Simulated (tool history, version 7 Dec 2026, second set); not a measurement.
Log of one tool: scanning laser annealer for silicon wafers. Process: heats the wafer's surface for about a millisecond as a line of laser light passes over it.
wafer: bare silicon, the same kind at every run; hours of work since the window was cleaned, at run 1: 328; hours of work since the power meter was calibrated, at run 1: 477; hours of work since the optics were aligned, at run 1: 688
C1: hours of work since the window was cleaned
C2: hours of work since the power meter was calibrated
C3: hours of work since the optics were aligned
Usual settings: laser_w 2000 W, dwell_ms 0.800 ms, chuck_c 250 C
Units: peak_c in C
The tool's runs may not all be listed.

Run 1, hour 0.0: usual settings; C1 328; C2 477; C3 688. Result: peak_c 1057 C.
Run 2, hour 17.1: usual settings; C1 338; C2 486; C3 698. Result: peak_c 1059 C.
Run 3, hour 33.8: usual settings; C1 347; C2 496; C3 707. Result: peak_c 1059 C.
Run 4, hour 56.4: usual settings; C1 360; C2 508; C3 720. Result: peak_c 1057 C.
Run 5, hour 76.7: usual settings; C1 371; C2 520; C3 731. Result: peak_c 1057 C.
Run 6, hour 94.8: usual settings; C1 381; C2 530; C3 741. Result: peak_c 1057 C.
Run 7, hour 120.2: usual settings; C1 396; C2 544; C3 755. Result: peak_c 1054 C.
At hour 135.6: optics aligned, line set to its width.
Run 8, hour 143.5: usual settings; C1 406; C2 554; C3 4. Result: peak_c 1044 C.
Run 9, hour 160.0: usual settings; C1 415; C2 564; C3 14. Result: peak_c 1044 C.
Run 10, hour 178.0: usual settings but laser_w 2009 W; C1 425; C2 574; C3 24. Result: peak_c 1045 C.
At hour 198.5: optics aligned, line set to its width, once more.
Run 11, hour 198.6: usual settings but laser_w 2009 W; C1 434; C2 582; C3 0. Result: peak_c 1074 C.
Run 12, hour 211.1: usual settings but laser_w 2009 W; C1 441; C2 589; C3 7. Result: peak_c 1074 C.
Run 13, hour 228.0: usual settings but laser_w 2009 W; C1 450; C2 599; C3 16. Result: peak_c 1073 C.
Run 14, hour 252.3: usual settings; C1 464; C2 612; C3 30. Result: peak_c 1066 C.
Run 15, hour 271.4: usual settings but chuck_c 259 C; C1 474; C2 623; C3 41. Result: peak_c 1075 C.
Run 16, hour 285.9: usual settings but chuck_c 259 C; C1 483; C2 631; C3 49. Result: peak_c 1076 C.
Run 17, hour 297.8: usual settings but chuck_c 259 C; C1 489; C2 638; C3 56. Result: peak_c 1078 C.
Run 18, hour 312.5: usual settings but chuck_c 259 C; C1 497; C2 646; C3 64. Result: peak_c 1077 C.
Run 19, hour 338.0: usual settings; C1 512; C2 660; C3 78. Result: peak_c 1070 C.
Run 20, hour 359.6: usual settings; C1 524; C2 672; C3 90. Result: peak_c 1066 C.
Run 21, hour 382.6: usual settings; C1 537; C2 685; C3 103. Result: peak_c 1070 C.
Run 22, hour 406.5: usual settings but laser_w 2062 W, dwell_ms 0.878 ms, chuck_c 228 C; C1 550; C2 699; C3 116. Result: peak_c 1109 C.
Run 23, hour 422.4: usual settings but laser_w 2113 W, dwell_ms 0.973 ms; C1 559; C2 707; C3 125. Result: peak_c 1200 C.
Run 24, hour 437.9: usual settings but laser_w 2113 W, dwell_ms 0.973 ms; C1 567; C2 716; C3 134. Result: peak_c 1205 C.
Run 25, hour 453.7: usual settings but laser_w 1784 W, dwell_ms 0.993 ms, chuck_c 278 C; C1 576; C2 725; C3 143. Result: peak_c 1096 C.
Run 26, hour 470.4: usual settings but laser_w 2066 W, dwell_ms 0.584 ms, chuck_c 230 C; C1 586; C2 734; C3 152. Result: peak_c 940 C.
Run 27, hour 481.3: usual settings but laser_w 2066 W, dwell_ms 0.584 ms, chuck_c 230 C; C1 592; C2 740; C3 158. Result: peak_c 940 C.
Run 28, hour 495.4: usual settings but laser_w 2066 W, dwell_ms 0.584 ms, chuck_c 230 C; C1 600; C2 748; C3 166. Result: peak_c 938 C.
Run 29, hour 514.8: usual settings but laser_w 2027 W, dwell_ms 0.853 ms, chuck_c 217 C; C1 610; C2 759; C3 177. Result: peak_c 1068 C.
Run 30, hour 537.7: usual settings but laser_w 1738 W, dwell_ms 0.911 ms, chuck_c 224 C; C1 623; C2 772; C3 190. Result: peak_c 987 C.
Run 31, hour 556.6: usual settings but laser_w 1997 W, dwell_ms 0.911 ms, chuck_c 279 C; C1 634; C2 782; C3 200. Result: peak_c 1149 C.
Run 32, hour 582.4: usual settings but laser_w 1773 W, dwell_ms 0.678 ms, chuck_c 255 C; C1 648; C2 797; C3 215. Result: peak_c 917 C.
Run 33, hour 601.6: usual settings but dwell_ms 0.801 ms, chuck_c 272 C; C1 659; C2 808; C3 225. Result: peak_c 1086 C.
Run 34, hour 625.6: usual settings but laser_w 2170 W, dwell_ms 0.801 ms, chuck_c 272 C; C1 672; C2 821; C3 239. Result: peak_c 1145 C.
Run 35, hour 638.3: usual settings but laser_w 2170 W, dwell_ms 0.801 ms, chuck_c 272 C; C1 680; C2 828; C3 246. Result: peak_c 1150 C.
Run 36, hour 661.4: usual settings but laser_w 1766 W, dwell_ms 0.920 ms, chuck_c 246 C; C1 692; C2 841; C3 259. Result: peak_c 1020 C.
Run 37, hour 686.5: usual settings but laser_w 1766 W, dwell_ms 0.920 ms, chuck_c 225 C; C1 706; C2 855; C3 273. Result: peak_c 999 C.
Run 38, hour 700.1: usual settings but laser_w 2043 W, dwell_ms 0.616 ms, chuck_c 272 C; C1 714; C2 863; C3 280. Result: peak_c 988 C.
Run 39, hour 712.0: usual settings but laser_w 1727 W, dwell_ms 0.727 ms, chuck_c 290 C; C1 721; C2 869; C3 287. Result: peak_c 956 C.
Run 40, hour 730.2: usual settings but dwell_ms 0.691 ms, chuck_c 231 C; C1 731; C2 879; C3 297. Result: peak_c 978 C.

Forecast each of these 4 alternatives for the next run:
Run A, hour 743.8: usual settings but laser_w 1851 W, dwell_ms 0.729 ms, chuck_c 265 C; C1 739; C2 887; C3 305. Result: peak_c ?.
Run B, hour 743.8: usual settings but laser_w 1933 W, dwell_ms 0.742 ms, chuck_c 263 C; C1 739; C2 887; C3 305. Result: peak_c ?.
Run C, hour 743.8: usual settings but laser_w 2094 W, dwell_ms 0.691 ms; C1 739; C2 887; C3 305. Result: peak_c ?.
Run D, hour 743.8: usual settings but laser_w 2099 W, dwell_ms 0.570 ms, chuck_c 216 C; C1 739; C2 887; C3 305. Result: peak_c ?.

run  peak_c
  A     977
  B    1014
  C    1034
  D     922
Without the tool's hidden state the same runs would have given:
run  peak_c
  A     998
  B    1036
  C    1057
  D     942

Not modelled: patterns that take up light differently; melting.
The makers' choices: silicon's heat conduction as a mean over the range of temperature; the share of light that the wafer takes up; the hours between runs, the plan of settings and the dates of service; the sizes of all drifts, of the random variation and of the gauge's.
